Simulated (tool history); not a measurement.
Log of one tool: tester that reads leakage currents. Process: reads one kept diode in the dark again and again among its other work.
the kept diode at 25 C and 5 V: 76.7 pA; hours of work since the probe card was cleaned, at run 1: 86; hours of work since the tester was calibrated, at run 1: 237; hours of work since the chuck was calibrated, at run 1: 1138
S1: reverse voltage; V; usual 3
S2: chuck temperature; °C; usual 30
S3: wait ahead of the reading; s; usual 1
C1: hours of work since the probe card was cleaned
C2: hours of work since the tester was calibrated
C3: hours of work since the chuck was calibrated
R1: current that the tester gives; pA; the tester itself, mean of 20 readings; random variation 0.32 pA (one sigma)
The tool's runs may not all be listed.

run	hour	S1	S2	S3	C1	C2	C3	R1
1	0	3	30	1	86	237	1138	104.06
2	219.7	3	30	1	233	384	1286	104.63
3	397.8	3	30	1	353	504	1405	103.51
4	535.4	1.35	30	1	445	596	1498	81.04
5	693.3	1.35	30	1	551	702	1604	80.75
6	918.3	3	44	1	702	853	1755	351.11
7	1117	4.37	44	1	836	987	1888	392.74
8	1241.7	4.37	44	1	920	1070	1972	393.73
9	1476.5	4.37	44	1	1077	1228	2129	394.34
10	1588.6	4.37	44	1	1152	1303	2205	395.8
11	1723.3	3.08	30	1	1243	1394	2295	105.06
12	1915.1	3.08	30	0.32	1372	1522	2424	105.55
# hour 2027.3: chuck's temperature calibrated
13	2079.2	3	30	1	1480	1631	35	103.81
14	2178.8	3	30	1	1547	1698	102	103.95
15	2329.6	3	30	1	1649	1799	203	104.36
16	2503.7	3	30	0.73	1765	1916	320	103.79
17	2678	3	27	1	1882	2033	437	79.7
18	2804.7	3	27	1	1967	2118	522	79.44
19	2920.8	12.32	30	1	2045	2196	600	163.06
20	3154	3	30	1	2202	2353	756	104.48
21	3351.7	1.08	30	1	2335	2486	889	75.56
22	3533.9	1.28	51	1	2457	2608	1011	473
23	3667.3	2.07	24	1.38	2547	2697	1101	52.94
24	3872.2	3	30	8.36	2684	2835	1239	104.07
25	4056	4.03	30	3.25	2807	2958	1362	113.58
26	4231.8	3.02	34	1.12	2926	3076	1480	149.13
27	4376.9	3.02	34	1.12	3023	3174	1577	149.71
28	4523.5	3.02	34	1.12	3121	3272	1676	148.69
# hour 4631.1: tester calibrated
29	4685.3	3.02	34	1.12	3229	36	1783	150.09
30	4818	3.02	34	1.12	3318	125	1872	148.93
31	5008.8	3.38	37	0.31	3446	254	2000	201.37
32	5245.9	3.38	37	0.31	3605	413	2159	201.45
# hour 5274.5: probe card cleaned and baked
33	5418.9	17.3	34	1.03	97	527	2273	259.66
34	5567.3	17.3	34	1.03	197	626	2373	259.1
# hour 5759.4: chuck's temperature calibrated
35	5783.6	4.77	34	1.61	340	770	16	171.98
36	5970.6	4.77	34	1.61	466	896	142	171.53
37	6087.6	4.77	34	2.21	544	974	220	172.33
38	6223.9	3	39	1	636	1066	312	229.05
39	6382.4	11.42	21	0.48	742	1172	418	71.66

Hidden state or all else? Some run-to-run changes of R1, split into what the settings, what came in and random variation would give without the hidden state, and what is left for the hidden state (with any gauge scatter that isn't in both results):
The hidden state here: stray current of the dirty probe card, pA a volt; current scale over the true one, %; true chuck temperature over the reading, C; drift of the gauge itself on leakage_pa, %.
Run 5 -> 6: S1 1.35 -> 3, S2 30 -> 44. R1 +270.36 pA: hidden state -0.22, all else +270.58.
Run 10 -> 11: S1 4.37 -> 3.08, S2 44 -> 30. R1 -290.74 pA: hidden state +0.28, all else -291.02.
Run 21 -> 22: S1 1.08 -> 1.28, S2 30 -> 51. R1 +397.44 pA: hidden state -0.12, all else +397.56.
Run 22 -> 23: S1 1.28 -> 2.07, S2 51 -> 24, S3 1 -> 1.38. R1 -420.06 pA: hidden state +0.14, all else -420.2.
Run 34 -> 35: S1 17.3 -> 4.77, S3 1.03 -> 1.61, chuck's temperature calibrated. R1 -87.12 pA: hidden state +0.32, all else -87.44.

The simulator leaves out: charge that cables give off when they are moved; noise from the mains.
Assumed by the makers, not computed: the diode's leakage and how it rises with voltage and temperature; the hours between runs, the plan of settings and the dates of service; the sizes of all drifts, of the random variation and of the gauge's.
